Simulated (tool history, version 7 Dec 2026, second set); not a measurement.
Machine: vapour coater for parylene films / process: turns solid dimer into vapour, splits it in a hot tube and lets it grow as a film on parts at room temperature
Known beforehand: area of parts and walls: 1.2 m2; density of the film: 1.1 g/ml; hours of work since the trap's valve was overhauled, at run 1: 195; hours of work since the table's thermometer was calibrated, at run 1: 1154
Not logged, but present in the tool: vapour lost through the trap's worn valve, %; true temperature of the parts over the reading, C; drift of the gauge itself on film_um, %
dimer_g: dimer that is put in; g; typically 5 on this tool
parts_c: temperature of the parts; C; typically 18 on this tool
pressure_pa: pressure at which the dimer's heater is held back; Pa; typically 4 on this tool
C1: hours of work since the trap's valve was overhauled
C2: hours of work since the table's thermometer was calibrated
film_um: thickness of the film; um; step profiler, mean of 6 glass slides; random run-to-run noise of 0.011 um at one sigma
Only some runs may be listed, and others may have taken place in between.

{"run": 1, "day": 0.0, "dimer_g": 5, "parts_c": 18, "pressure_pa": 4, "C1": 195, "C2": 1154, "film_um": 1.88}
{"run": 2, "day": 1.046, "dimer_g": 5, "parts_c": 18, "pressure_pa": 4, "C1": 216, "C2": 1175, "film_um": 1.88}
{"run": 3, "day": 2.996, "dimer_g": 5, "parts_c": 18, "pressure_pa": 4, "C1": 255, "C2": 1213, "film_um": 1.87}
{"run": 4, "day": 4.229, "dimer_g": 5, "parts_c": 18, "pressure_pa": 4, "C1": 279, "C2": 1238, "film_um": 1.88}
{"run": 5, "day": 5.092, "dimer_g": 5, "parts_c": 18, "pressure_pa": 4, "C1": 296, "C2": 1255, "film_um": 1.89}
{"run": 6, "day": 6.058, "dimer_g": 5, "parts_c": 18, "pressure_pa": 4, "C1": 315, "C2": 1274, "film_um": 1.9}
{"run": 7, "day": 7.929, "dimer_g": 5, "parts_c": 18, "pressure_pa": 4, "C1": 352, "C2": 1311, "film_um": 1.89}
{"run": 8, "day": 9.062, "dimer_g": 5, "parts_c": 18, "pressure_pa": 4, "C1": 375, "C2": 1334, "film_um": 1.88}
{"run": 9, "day": 10.462, "dimer_g": 5, "parts_c": 18, "pressure_pa": 4, "C1": 403, "C2": 1361, "film_um": 1.89}
{"day": 11.05, "done": "trap's valve overhauled"}
{"run": 10, "day": 11.592, "dimer_g": 5, "parts_c": 18, "pressure_pa": 4, "C1": 11, "C2": 1380, "film_um": 1.9}
{"run": 11, "day": 13.733, "dimer_g": 5, "parts_c": 23, "pressure_pa": 4, "C1": 53, "C2": 1423, "film_um": 1.6}
{"run": 12, "day": 14.871, "dimer_g": 5, "parts_c": 23, "pressure_pa": 4, "C1": 76, "C2": 1445, "film_um": 1.59}
{"run": 13, "day": 16.538, "dimer_g": 5, "parts_c": 18, "pressure_pa": 4, "C1": 109, "C2": 1478, "film_um": 1.9}
{"run": 14, "day": 18.088, "dimer_g": 5, "parts_c": 17, "pressure_pa": 4, "C1": 139, "C2": 1509, "film_um": 1.97}
{"run": 15, "day": 20.142, "dimer_g": 5, "parts_c": 17, "pressure_pa": 4, "C1": 180, "C2": 1550, "film_um": 1.93}
{"run": 16, "day": 21.729, "dimer_g": 5, "parts_c": 17, "pressure_pa": 4, "C1": 212, "C2": 1581, "film_um": 1.94}
{"run": 17, "day": 23.383, "dimer_g": 9, "parts_c": 18, "pressure_pa": 2.41, "C1": 244, "C2": 1614, "film_um": 3.5}
{"run": 18, "day": 24.929, "dimer_g": 2, "parts_c": 18, "pressure_pa": 4.59, "C1": 275, "C2": 1645, "film_um": 0.75}
{"run": 19, "day": 27.071, "dimer_g": 7, "parts_c": 22, "pressure_pa": 3.64, "C1": 317, "C2": 1687, "film_um": 2.34}
{"day": 28.092, "done": "table's thermometer calibrated"}
{"run": 20, "day": 28.767, "dimer_g": 7, "parts_c": 22, "pressure_pa": 3.64, "C1": 350, "C2": 13, "film_um": 2.31}
{"run": 21, "day": 30.35, "dimer_g": 3, "parts_c": 16, "pressure_pa": 4.82, "C1": 382, "C2": 45, "film_um": 1.2}
{"day": 32.0, "done": "trap's valve overhauled"}
{"run": 22, "day": 32.596, "dimer_g": 7, "parts_c": 16, "pressure_pa": 2.12, "C1": 12, "C2": 86, "film_um": 2.92}
{"run": 23, "day": 34.454, "dimer_g": 9, "parts_c": 16, "pressure_pa": 4, "C1": 49, "C2": 123, "film_um": 3.61}
{"run": 24, "day": 35.662, "dimer_g": 2, "parts_c": 13, "pressure_pa": 4, "C1": 73, "C2": 147, "film_um": 0.88}
{"run": 25, "day": 37.508, "dimer_g": 6, "parts_c": 22, "pressure_pa": 3.61, "C1": 109, "C2": 183, "film_um": 1.99}
{"run": 26, "day": 39.471, "dimer_g": 6, "parts_c": 22, "pressure_pa": 3.61, "C1": 148, "C2": 222, "film_um": 2}
{"run": 27, "day": 40.946, "dimer_g": 5, "parts_c": 19, "pressure_pa": 4.3, "C1": 177, "C2": 251, "film_um": 1.82}
{"run": 28, "day": 42.121, "dimer_g": 7, "parts_c": 19, "pressure_pa": 4.3, "C1": 201, "C2": 275, "film_um": 2.54}
{"run": 29, "day": 43.55, "dimer_g": 7, "parts_c": 19, "pressure_pa": 4.3, "C1": 229, "C2": 303, "film_um": 2.54}

What if the next run were any one of these 5? Each begins from the tool's condition after run 29:
{"run": "A", "day": 45.188, "dimer_g": 7, "parts_c": 19, "pressure_pa": 2.08, "C1": 261, "C2": 335, "film_um": "?"}
{"run": "B", "day": 45.188, "dimer_g": 3, "parts_c": 14, "pressure_pa": 4, "C1": 261, "C2": 335, "film_um": "?"}
{"run": "C", "day": 45.188, "dimer_g": 4, "parts_c": 24, "pressure_pa": 6.28, "C1": 261, "C2": 335, "film_um": "?"}
{"run": "D", "day": 45.188, "dimer_g": 3, "parts_c": 12, "pressure_pa": 4.3, "C1": 261, "C2": 335, "film_um": "?"}
{"run": "E", "day": 45.188, "dimer_g": 7, "parts_c": 19, "pressure_pa": 7.09, "C1": 261, "C2": 335, "film_um": "?"}

run=A film_um=2.65
run=B film_um=1.3
run=C film_um=1.21
run=D film_um=1.38
run=E film_um=2.47
With the hidden condition removed and each run's random variation left untouched, the same runs would have given:
run=A film_um=2.66
run=B film_um=1.3
run=C film_um=1.21
run=D film_um=1.39
run=E film_um=2.47
